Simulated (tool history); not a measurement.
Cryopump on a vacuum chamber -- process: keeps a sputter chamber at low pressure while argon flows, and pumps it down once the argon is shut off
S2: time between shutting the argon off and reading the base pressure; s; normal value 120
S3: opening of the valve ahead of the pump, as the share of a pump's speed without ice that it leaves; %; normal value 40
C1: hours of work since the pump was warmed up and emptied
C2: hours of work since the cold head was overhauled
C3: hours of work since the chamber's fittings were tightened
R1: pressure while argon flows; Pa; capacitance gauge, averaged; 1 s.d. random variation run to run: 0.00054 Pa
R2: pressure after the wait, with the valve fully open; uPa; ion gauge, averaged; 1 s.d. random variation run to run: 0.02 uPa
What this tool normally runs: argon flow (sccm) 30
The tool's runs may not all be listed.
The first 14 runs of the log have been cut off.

Run 15, hour 838.1: usual settings but S2 102 s; C1 398; C2 2035; C3 2365. Result: R1 0.0564 Pa, R2 0.74 uPa.
Run 16, hour 897.9: usual settings but S2 102 s; C1 428; C2 2064; C3 2395. Result: R1 0.057 Pa, R2 0.72 uPa.
Run 17, hour 937.2: usual settings but S2 102 s; C1 447; C2 2084; C3 2414. Result: R1 0.055 Pa, R2 0.75 uPa.
Run 18, hour 1004: usual settings but S2 102 s; C1 480; C2 2117; C3 2448. Result: R1 0.0571 Pa, R2 0.77 uPa.
Run 19, hour 1058.2: usual settings but S2 102 s; C1 507; C2 2144; C3 2475. Result: R1 0.0584 Pa, R2 0.72 uPa.
Run 20, hour 1135.6: usual settings but S2 102 s, S3 24 %; C1 546; C2 2182; C3 2513. Result: R1 0.0927 Pa, R2 0.77 uPa.
Run 21, hour 1211.3: usual settings but S2 102 s, S3 24 %; C1 583; C2 2220; C3 2551. Result: R1 0.0928 Pa, R2 0.81 uPa.
Run 22, hour 1251.9: usual settings but argon flow (sccm) 17, S2 51 s, S3 18 %; C1 604; C2 2240; C3 2571. Result: R1 0.0696 Pa, R2 0.95 uPa.
Run 23, hour 1334: usual settings but argon flow (sccm) 34, S2 69 s, S3 44 %; C1 644; C2 2281; C3 2612. Result: R1 0.0608 Pa, R2 0.91 uPa.
Run 24, hour 1401.2: usual settings but argon flow (sccm) 49, S2 23 s, S3 57 %; C1 678; C2 2314; C3 2645. Result: R1 0.0713 Pa, R2 1.31 uPa.
Run 25, hour 1478.7: usual settings but S2 72 s, S3 25 %; C1 716; C2 2353; C3 2683. Result: R1 0.0909 Pa, R2 0.95 uPa.
Run 26, hour 1546.1: usual settings but S2 72 s, S3 27 %; C1 750; C2 2386; C3 2717. Result: R1 0.0842 Pa, R2 0.88 uPa.
Run 27, hour 1618.5: usual settings but argon flow (sccm) 55, S2 292 s, S3 44 %; C1 786; C2 2422; C3 2753. Result: R1 0.1015 Pa, R2 0.79 uPa.
At hour 1659.4: pump warmed up, emptied and cooled again.
Run 28, hour 1690.6: usual settings but argon flow (sccm) 55, S2 77 s, S3 18 %; C1 16; C2 2456; C3 2786. Result: R1 0.2171 Pa, R2 0.75 uPa.
Run 29, hour 1738.2: usual settings but argon flow (sccm) 56, S2 26 s, S3 36 %; C1 39; C2 2479; C3 2810. Result: R1 0.1119 Pa, R2 1.16 uPa.
Run 30, hour 1790.4: usual settings but argon flow (sccm) 56, S2 26 s, S3 36 %; C1 65; C2 2505; C3 2836. Result: R1 0.112 Pa, R2 1.13 uPa.
Run 31, hour 1828.5: usual settings but argon flow (sccm) 55, S2 21 s, S3 59 %; C1 84; C2 2524; C3 2855. Result: R1 0.0677 Pa, R2 1.23 uPa.
Run 32, hour 1890.5: usual settings but argon flow (sccm) 53, S2 102 s, S3 25 %; C1 115; C2 2555; C3 2885. Result: R1 0.1521 Pa, R2 0.74 uPa.
Run 33, hour 1965.5: usual settings but argon flow (sccm) 44; C1 152; C2 2592; C3 2923. Result: R1 0.0804 Pa, R2 0.75 uPa.
Run 34, hour 1999: usual settings but S3 20 %; C1 169; C2 2609; C3 2939. Result: R1 0.1061 Pa, R2 0.78 uPa.
Run 35, hour 2075.7: usual settings but S3 20 %; C1 207; C2 2647; C3 2977. Result: R1 0.1076 Pa, R2 0.76 uPa.

Here are 3 independent what-if runs from the current tool condition. What would each one return?
Run A, hour 2123.7: usual settings but argon flow (sccm) 19, S2 204 s, S3 31 %; C1 231; C2 2671; C3 3001. Result: R1 ?, R2 ?.
Run B, hour 2123.7: usual settings but argon flow (sccm) 25, S2 69 s, S3 31 %; C1 231; C2 2671; C3 3001. Result: R1 ?, R2 ?.
Run C, hour 2123.7: usual settings but argon flow (sccm) 20, S2 255 s, S3 34 %; C1 231; C2 2671; C3 3001. Result: R1 ?, R2 ?.

run      R1    R2
  A  0.0445  0.75
  B  0.0586  0.94
  C  0.0433  0.73
Take away the tool's hidden state, keep each run's random variation, and the runs would have read:
run      R1    R2
  A   0.043   0.2
  B  0.0566  0.36
  C  0.0417  0.18
